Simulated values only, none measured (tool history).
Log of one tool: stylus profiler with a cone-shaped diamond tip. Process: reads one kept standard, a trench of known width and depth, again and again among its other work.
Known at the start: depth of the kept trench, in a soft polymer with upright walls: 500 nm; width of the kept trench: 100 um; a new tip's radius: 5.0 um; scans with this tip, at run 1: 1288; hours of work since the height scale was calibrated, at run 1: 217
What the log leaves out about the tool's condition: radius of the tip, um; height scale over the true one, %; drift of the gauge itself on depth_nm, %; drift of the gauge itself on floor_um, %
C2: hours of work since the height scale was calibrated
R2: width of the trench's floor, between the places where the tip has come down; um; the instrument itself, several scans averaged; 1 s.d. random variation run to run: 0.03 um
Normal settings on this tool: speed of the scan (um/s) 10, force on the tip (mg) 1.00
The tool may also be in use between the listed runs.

Run 1, hour 0.0: usual settings; scans with this tip 1288; C2 217. Result: depth of the trench (nm) 501.85, R2 95.22 um.
Run 2, hour 23.2: usual settings; scans with this tip 1356; C2 228. Result: depth of the trench (nm) 501.92, R2 95.24 um.
Run 3, hour 54.9: usual settings; scans with this tip 1449; C2 244. Result: depth of the trench (nm) 501.89, R2 95.25 um.
Run 4, hour 89.9: usual settings; scans with this tip 1551; C2 261. Result: depth of the trench (nm) 501.89, R2 95.24 um.
Run 5, hour 108.4: usual settings but force on the tip (mg) 2.24; scans with this tip 1605; C2 270. Result: depth of the trench (nm) 502.91, R2 95.21 um.
Run 6, hour 125.7: usual settings but speed of the scan (um/s) 24, force on the tip (mg) 2.24; scans with this tip 1656; C2 279. Result: depth of the trench (nm) 502.93, R2 95.13 um.
Run 7, hour 143.5: usual settings but speed of the scan (um/s) 18; scans with this tip 1708; C2 288. Result: depth of the trench (nm) 501.94, R2 95.10 um.
Run 8, hour 158.0: usual settings; scans with this tip 1750; C2 295. Result: depth of the trench (nm) 501.92, R2 95.10 um.
Run 9, hour 177.2: usual settings; scans with this tip 1806; C2 304. Result: depth of the trench (nm) 501.95, R2 95.17 um.
At hour 179.5: height scale calibrated on a step standard.
Run 10, hour 207.8: usual settings; scans with this tip 1895; C2 14. Result: depth of the trench (nm) 502.15, R2 95.14 um.
Run 11, hour 232.1: usual settings but speed of the scan (um/s) 13, force on the tip (mg) 0.36; scans with this tip 1966; C2 26. Result: depth of the trench (nm) 501.55, R2 95.02 um.
At hour 262.1: height scale calibrated on a step standard, once more.
Run 12, hour 263.1: usual settings but speed of the scan (um/s) 29, force on the tip (mg) 1.47; scans with this tip 2055; C2 0. Result: depth of the trench (nm) 501.97, R2 94.97 um.
Run 13, hour 292.4: usual settings but speed of the scan (um/s) 7, force on the tip (mg) 1.88; scans with this tip 2140; C2 15. Result: depth of the trench (nm) 502.37, R2 95.11 um.
Run 14, hour 319.3: usual settings but speed of the scan (um/s) 7, force on the tip (mg) 0.41; scans with this tip 2219; C2 28. Result: depth of the trench (nm) 501.03, R2 95.06 um.
Run 15, hour 343.1: usual settings but force on the tip (mg) 2.93; scans with this tip 2289; C2 40. Result: depth of the trench (nm) 502.99, R2 95.11 um.
Run 16, hour 370.8: usual settings but speed of the scan (um/s) 6, force on the tip (mg) 0.39; scans with this tip 2370; C2 54. Result: depth of the trench (nm) 500.72, R2 95.00 um.
Run 17, hour 393.4: usual settings but speed of the scan (um/s) 6, force on the tip (mg) 0.39; scans with this tip 2436; C2 65. Result: depth of the trench (nm) 500.80, R2 95.00 um.
Run 18, hour 410.6: usual settings but speed of the scan (um/s) 8, force on the tip (mg) 2.22; scans with this tip 2486; C2 73. Result: depth of the trench (nm) 502.74, R2 95.08 um.
Run 19, hour 439.6: usual settings but speed of the scan (um/s) 8, force on the tip (mg) 2.22; scans with this tip 2571; C2 87. Result: depth of the trench (nm) 502.56, R2 95.05 um.

Branching from run 19: 4 alternative next runs. What would each branch give?
Run A, hour 473.9: usual settings but speed of the scan (um/s) 13, force on the tip (mg) 1.03; scans with this tip 2671; C2 104. Result: depth of the trench (nm) ?, R2 ?.
Run B, hour 473.9: usual settings but speed of the scan (um/s) 15, force on the tip (mg) 1.48; scans with this tip 2671; C2 104. Result: depth of the trench (nm) ?, R2 ?.
Run C, hour 473.9: usual settings but speed of the scan (um/s) 18, force on the tip (mg) 0.39; scans with this tip 2671; C2 104. Result: depth of the trench (nm) ?, R2 ?.
Run D, hour 473.9: usual settings but speed of the scan (um/s) 8, force on the tip (mg) 1.70; scans with this tip 2671; C2 104. Result: depth of the trench (nm) ?, R2 ?.

run  depth of the trench (nm)     R2
  A                    501.75  94.92
  B                    501.98  94.94
  C                    501.12  94.78
  D                    502.36  95.06
Had the tool no hidden state, the same runs would have come out as:
run  depth of the trench (nm)     R2
  A                    501.52  95.47
  B                    501.75  95.49
  C                    500.89  95.33
  D                    502.13  95.61
